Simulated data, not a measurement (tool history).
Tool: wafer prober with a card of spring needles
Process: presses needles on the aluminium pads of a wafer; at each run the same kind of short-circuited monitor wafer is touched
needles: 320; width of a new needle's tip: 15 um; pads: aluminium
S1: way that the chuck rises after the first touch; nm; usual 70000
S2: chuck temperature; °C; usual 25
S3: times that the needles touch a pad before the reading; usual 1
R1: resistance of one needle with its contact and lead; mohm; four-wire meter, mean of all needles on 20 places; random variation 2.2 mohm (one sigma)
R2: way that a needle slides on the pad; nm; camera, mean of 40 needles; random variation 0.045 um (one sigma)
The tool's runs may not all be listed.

Run 1, hour 0: usual settings. Result: R1 253 mohm, R2 10060 nm.
Run 2, hour 12.1: usual settings. Result: R1 253 mohm, R2 10060 nm.
Run 3, hour 27.8: usual settings. Result: R1 260 mohm, R2 9920 nm.
Run 4, hour 48.3: usual settings. Result: R1 275 mohm, R2 9910 nm.
Run 5, hour 62.5: usual settings. Result: R1 267 mohm, R2 10780 nm.
Run 6, hour 79.3: usual settings. Result: R1 257 mohm, R2 10740 nm.
Run 7, hour 92.4: usual settings but S2 45 °C. Result: R1 265 mohm, R2 10710 nm.
Run 8, hour 103.1: usual settings. Result: R1 254 mohm, R2 10720 nm.
Run 9, hour 120.7: usual settings. Result: R1 267 mohm, R2 10720 nm.
Run 10, hour 141.1: usual settings. Result: R1 248 mohm, R2 10590 nm.
Run 11, hour 151.8: usual settings. Result: R1 266 mohm, R2 10520 nm.
Run 12, hour 171.2: usual settings. Result: R1 266 mohm, R2 10620 nm.
Run 13, hour 186.6: usual settings. Result: R1 256 mohm, R2 10540 nm.
Run 14, hour 202.1: usual settings but S2 82 °C. Result: R1 277 mohm, R2 10470 nm.
Run 15, hour 222.9: usual settings but S2 82 °C. Result: R1 263 mohm, R2 10410 nm.
Run 16, hour 232.3: usual settings but S2 46 °C, S3 2. Result: R1 265 mohm, R2 10400 nm.
Run 17, hour 242.8: usual settings but S2 40 °C, S3 2. Result: R1 256 mohm, R2 10380 nm.
Run 18, hour 258.4: usual settings but S1 57000 nm, S2 40 °C, S3 2. Result: R1 268 mohm, R2 8330 nm.
Run 19, hour 270.2: usual settings but S1 57000 nm, S2 40 °C, S3 2. Result: R1 269 mohm, R2 8310 nm.
Run 20, hour 288.6: usual settings but S3 3. Result: R1 254 mohm, R2 10240 nm.
Run 21, hour 300.4: usual settings but S1 67000 nm, S3 3. Result: R1 251 mohm, R2 9770 nm.
Run 22, hour 320.1: usual settings but S1 67000 nm, S3 3. Result: R1 250 mohm, R2 9850 nm.
Run 23, hour 338.1: usual settings but S1 67000 nm, S3 3. Result: R1 258 mohm, R2 9640 nm.
Run 24, hour 354.5: usual settings but S1 69000 nm, S2 124 °C, S3 2. Result: R1 283 mohm, R2 10030 nm.
Run 25, hour 368.5: usual settings but S1 72000 nm, S2 50 °C, S3 2. Result: R1 270 mohm, R2 10440 nm.
Run 26, hour 381.5: usual settings but S1 72000 nm, S2 50 °C, S3 2. Result: R1 267 mohm, R2 10410 nm.
Run 27, hour 400.4: usual settings but S2 107 °C, S3 3. Result: R1 277 mohm, R2 10070 nm.
Run 28, hour 409.7: usual settings but S1 51000 nm, S2 71 °C, S3 3. Result: R1 273 mohm, R2 7050 nm.

Taken out of this log: 65 entries between the listed runs. Where each belongs, and how the hidden state differs across it:
Between runs 1 and 2: tips cleaned on abrasive film (hour 6.4); tips cleaned on abrasive film (hour 12.1)
  debris on the tips, nm: 8.7 -> 7; way that the needles fall short of the set height, um: 4.95 -> 5.13; tips' diameter, um: 16.73 -> 16.8
  measured less the result without the state, R1: +4 -> +4 mohm; R2: -760 -> -790 nm
Between runs 2 and 3: tips cleaned on abrasive film (hour 18.7); tips cleaned on abrasive film (hour 25.6)
  debris on the tips, nm: 7 -> 42; way that the needles fall short of the set height, um: 5.13 -> 5.31; tips' diameter, um: 16.8 -> 16.86
  measured less the result without the state, R1: +4 -> +15 mohm; R2: -790 -> -810 nm
Between runs 3 and 4: tips cleaned on abrasive film (hour 31.9); tips cleaned on abrasive film (hour 38.6); tips cleaned on abrasive film (hour 44.5)
  debris on the tips, nm: 42 -> 74.8; way that the needles fall short of the set height, um: 5.31 -> 5.59; tips' diameter, um: 16.86 -> 16.96
  measured less the result without the state, R1: +15 -> +26 mohm; R2: -810 -> -860 nm
Between runs 4 and 5: tips cleaned on abrasive film (hour 51.1); tips cleaned on abrasive film (hour 57.6); height of the first contact set anew (hour 59.2)
  debris on the tips, nm: 74.8 -> 78.6; way that the needles fall short of the set height, um: 5.59 -> 0; tips' diameter, um: 16.96 -> 17.03
  measured less the result without the state, R1: +26 -> +23 mohm; R2: -860 -> +0 nm
Between runs 5 and 6: tips cleaned on abrasive film (hour 64); tips cleaned on abrasive film (hour 70.4); tips cleaned on abrasive film (hour 77.3)
  debris on the tips, nm: 78.6 -> 39.1; way that the needles fall short of the set height, um: 0 -> 0.26; tips' diameter, um: 17.03 -> 17.12
  measured less the result without the state, R1: +23 -> +12 mohm; R2: +0 -> -40 nm
Between runs 6 and 7: tips cleaned on abrasive film (hour 83.3); tips cleaned on abrasive film (hour 90.1)
  debris on the tips, nm: 39.1 -> 42.1; way that the needles fall short of the set height, um: 0.26 -> 0.42; tips' diameter, um: 17.12 -> 17.18
  measured less the result without the state, R1: +12 -> +13 mohm; R2: -40 -> -70 nm
Between runs 7 and 8: tips cleaned on abrasive film (hour 96.5); tips cleaned on abrasive film (hour 102.7)
  debris on the tips, nm: 42.1 -> 18.1; way that the needles fall short of the set height, um: 0.42 -> 0.57; tips' diameter, um: 17.18 -> 17.23
  measured less the result without the state, R1: +13 -> +6 mohm; R2: -70 -> -90 nm
Between runs 8 and 9: tips cleaned on abrasive film (hour 109.3); tips cleaned on abrasive film (hour 115.9)
  debris on the tips, nm: 18.1 -> 74.1; way that the needles fall short of the set height, um: 0.57 -> 0.76; tips' diameter, um: 17.23 -> 17.29
  measured less the result without the state, R1: +6 -> +23 mohm; R2: -90 -> -110 nm
Between runs 9 and 10: tips cleaned on abrasive film (hour 122.1); tips cleaned on abrasive film (hour 129.1); tips cleaned on abrasive film (hour 135.4); tips cleaned on abrasive film (hour 141.1)
  debris on the tips, nm: 74.1 -> 6.8; way that the needles fall short of the set height, um: 0.76 -> 1.18; tips' diameter, um: 17.29 -> 17.44
  measured less the result without the state, R1: +23 -> +3 mohm; R2: -110 -> -180 nm
Between runs 10 and 11: tips cleaned on abrasive film (hour 148.1)
  debris on the tips, nm: 6.8 -> 67.2; way that the needles fall short of the set height, um: 1.18 -> 1.26; tips' diameter, um: 17.44 -> 17.47
  measured less the result without the state, R1: +3 -> +21 mohm; R2: -180 -> -200 nm
Between runs 11 and 12: tips cleaned on abrasive film (hour 154.3); tips cleaned on abrasive film (hour 160.7); tips cleaned on abrasive film (hour 167.1)
  debris on the tips, nm: 67.2 -> 66.2; way that the needles fall short of the set height, um: 1.26 -> 1.48; tips' diameter, um: 17.47 -> 17.55
  measured less the result without the state, R1: +21 -> +22 mohm; R2: -200 -> -230 nm
Between runs 12 and 13: tips cleaned on abrasive film (hour 172.7); tips cleaned on abrasive film (hour 179.2); tips cleaned on abrasive film (hour 185.7)
  debris on the tips, nm: 66.2 -> 24.6; way that the needles fall short of the set height, um: 1.48 -> 1.77; tips' diameter, um: 17.55 -> 17.65
  measured less the result without the state, R1: +22 -> +9 mohm; R2: -230 -> -270 nm
Between runs 13 and 14: tips cleaned on abrasive film (hour 191.9); tips cleaned on abrasive film (hour 198.7)
  debris on the tips, nm: 24.6 -> 66; way that the needles fall short of the set height, um: 1.77 -> 1.94; tips' diameter, um: 17.65 -> 17.71
  measured less the result without the state, R1: +9 -> +20 mohm; R2: -270 -> -300 nm
Between runs 14 and 15: tips cleaned on abrasive film (hour 204.7); tips cleaned on abrasive film (hour 210.5); tips cleaned on abrasive film (hour 216.3); tips cleaned on abrasive film (hour 222.9)
  debris on the tips, nm: 66 -> 7; way that the needles fall short of the set height, um: 1.94 -> 2.33; tips' diameter, um: 17.71 -> 17.85
  measured less the result without the state, R1: +20 -> +2 mohm; R2: -300 -> -350 nm
Between runs 15 and 16: tips cleaned on abrasive film (hour 229.5)
  debris on the tips, nm: 7 -> 53.4; way that the needles fall short of the set height, um: 2.33 -> 2.42; tips' diameter, um: 17.85 -> 17.88
  measured less the result without the state, R1: +2 -> +11 mohm; R2: -350 -> -370 nm
Between runs 16 and 17: tips cleaned on abrasive film (hour 235.8); tips cleaned on abrasive film (hour 242.3)
  debris on the tips, nm: 53.4 -> 17.3; way that the needles fall short of the set height, um: 2.42 -> 2.6; tips' diameter, um: 17.88 -> 17.94
  measured less the result without the state, R1: +11 -> +4 mohm; R2: -370 -> -400 nm
Between runs 17 and 18: tips cleaned on abrasive film (hour 247.9); tips cleaned on abrasive film (hour 254.6)
  debris on the tips, nm: 17.3 -> 66.8; way that the needles fall short of the set height, um: 2.6 -> 2.78; tips' diameter, um: 17.94 -> 18
  measured less the result without the state, R1: +4 -> +21 mohm; R2: -400 -> -420 nm
Between runs 18 and 19: tips cleaned on abrasive film (hour 260.6); tips cleaned on abrasive film (hour 267.5)
  debris on the tips, nm: 66.8 -> 56.2; way that the needles fall short of the set height, um: 2.78 -> 2.96; tips' diameter, um: 18 -> 18.07
  measured less the result without the state, R1: +21 -> +18 mohm; R2: -420 -> -450 nm
Between runs 19 and 20: tips cleaned on abrasive film (hour 274); tips cleaned on abrasive film (hour 280.2); tips cleaned on abrasive film (hour 287)
  debris on the tips, nm: 56.2 -> 37.5; way that the needles fall short of the set height, um: 2.96 -> 3.18; tips' diameter, um: 18.07 -> 18.14
  measured less the result without the state, R1: +18 -> +6 mohm; R2: -450 -> -490 nm
Between runs 20 and 21: tips cleaned on abrasive film (hour 293.6); tips cleaned on abrasive film (hour 300.3)
  debris on the tips, nm: 37.5 -> 8.3; way that the needles fall short of the set height, um: 3.18 -> 3.35; tips' diameter, um: 18.14 -> 18.2
  measured less the result without the state, R1: +6 -> +3 mohm; R2: -490 -> -510 nm
Between runs 21 and 22: tips cleaned on abrasive film (hour 307); tips cleaned on abrasive film (hour 313.6); tips cleaned on abrasive film (hour 320.1)
  debris on the tips, nm: 8.3 -> 5.3; way that the needles fall short of the set height, um: 3.35 -> 3.6; tips' diameter, um: 18.2 -> 18.29
  measured less the result without the state, R1: +3 -> +2 mohm; R2: -510 -> -550 nm
Between runs 22 and 23: tips cleaned on abrasive film (hour 326.6); tips cleaned on abrasive film (hour 332.8)
  debris on the tips, nm: 5.3 -> 76.5; way that the needles fall short of the set height, um: 3.6 -> 3.78; tips' diameter, um: 18.29 -> 18.35
  measured less the result without the state, R1: +2 -> +13 mohm; R2: -550 -> -580 nm
Between runs 23 and 24: tips cleaned on abrasive film (hour 339.2); tips cleaned on abrasive film (hour 345.5); tips cleaned on abrasive film (hour 351.5)
  debris on the tips, nm: 76.5 -> 63.8; way that the needles fall short of the set height, um: 3.78 -> 4.08; tips' diameter, um: 18.35 -> 18.46
  measured less the result without the state, R1: +13 -> +13 mohm; R2: -580 -> -630 nm
Between runs 24 and 25: tips cleaned on abrasive film (hour 358.1); tips cleaned on abrasive film (hour 364.5)
  debris on the tips, nm: 63.8 -> 69; way that the needles fall short of the set height, um: 4.08 -> 4.3; tips' diameter, um: 18.46 -> 18.53
  measured less the result without the state, R1: +13 -> +16 mohm; R2: -630 -> -660 nm
Between runs 25 and 26: tips cleaned on abrasive film (hour 371); tips cleaned on abrasive film (hour 377.4)
  debris on the tips, nm: 69 -> 68.3; way that the needles fall short of the set height, um: 4.3 -> 4.49; tips' diameter, um: 18.53 -> 18.6
  measured less the result without the state, R1: +16 -> +15 mohm; R2: -660 -> -690 nm
Between runs 26 and 27: tips cleaned on abrasive film (hour 383.9); tips cleaned on abrasive film (hour 390.5); tips cleaned on abrasive film (hour 396.5)
  debris on the tips, nm: 68.3 -> 68.7; way that the needles fall short of the set height, um: 4.49 -> 4.74; tips' diameter, um: 18.6 -> 18.69
  measured less the result without the state, R1: +15 -> +10 mohm; R2: -690 -> -730 nm
Between runs 27 and 28: tips cleaned on abrasive film (hour 402.6); tips cleaned on abrasive film (hour 408.6)
  debris on the tips, nm: 68.7 -> 25.7; way that the needles fall short of the set height, um: 4.74 -> 4.9; tips' diameter, um: 18.69 -> 18.74
  measured less the result without the state, R1: +10 -> +10 mohm; R2: -730 -> -750 nm

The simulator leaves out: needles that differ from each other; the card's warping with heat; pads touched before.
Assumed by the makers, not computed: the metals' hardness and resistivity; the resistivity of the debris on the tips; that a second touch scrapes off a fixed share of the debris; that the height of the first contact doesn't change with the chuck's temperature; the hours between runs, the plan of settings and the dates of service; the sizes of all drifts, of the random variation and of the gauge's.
